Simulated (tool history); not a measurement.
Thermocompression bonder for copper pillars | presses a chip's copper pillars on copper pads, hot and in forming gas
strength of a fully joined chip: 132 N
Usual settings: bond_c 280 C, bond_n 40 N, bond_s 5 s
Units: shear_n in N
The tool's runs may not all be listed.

run   hour  bond_c  bond_n  bond_s  shear_n
  1    0.0     280      40       5     58.8
  2   11.4     280      40       5     60.5
  3   18.1     280      40       5     57.9
  4   24.1     280      30       5     46.0
  5   30.8     280      40       5     57.1
  6   36.1     280      40       5     59.3
  7   43.5     280      40       5     58.6
  8   53.4     280      40       5     58.2
      61.6  -- forming gas filter changed
  9   63.1     280      34       5     55.6
 10   70.1     280      34       5     54.0
 11   80.5     278      40       5     61.5
 12   86.7     280      40       5     62.6
 13   92.2     280      40       5     63.9
 14  100.6     280      40       5     60.6
 15  109.4     280      40       5     60.7
 16  118.1     280      33      12     71.7
 17  128.1     280      40       7     67.9
 18  136.5     295      33       7     68.8
 19  142.6     295      33       7     71.8
 20  150.2     309      31       5     71.8
 21  159.4     261      27       5     33.5
 22  164.3     280      40      10     75.3
 23  169.3     280      40      10     76.1
 24  175.5     260      40       8     53.2
 25  186.0     260      40      12     61.3
 26  195.8     306      26       5     59.6
 27  201.1     280      40      11     78.0

Forecast each of these 5 alternatives for the next run:
  A  207.0     293      40       5        ?
  B  207.0     298      50       3        ?
  C  207.0     253      25       3        ?
  D  207.0     298      32       7        ?
  E  207.0     280      40      11        ?

run  shear_n
  A     68.7
  B     71.3
  C     19.9
  D     70.2
  E     76.4
Without the tool's hidden state the same runs would have given:
run  shear_n
  A     69.4
  B     72.3
  C     19.2
  D     71.0
  E     77.3
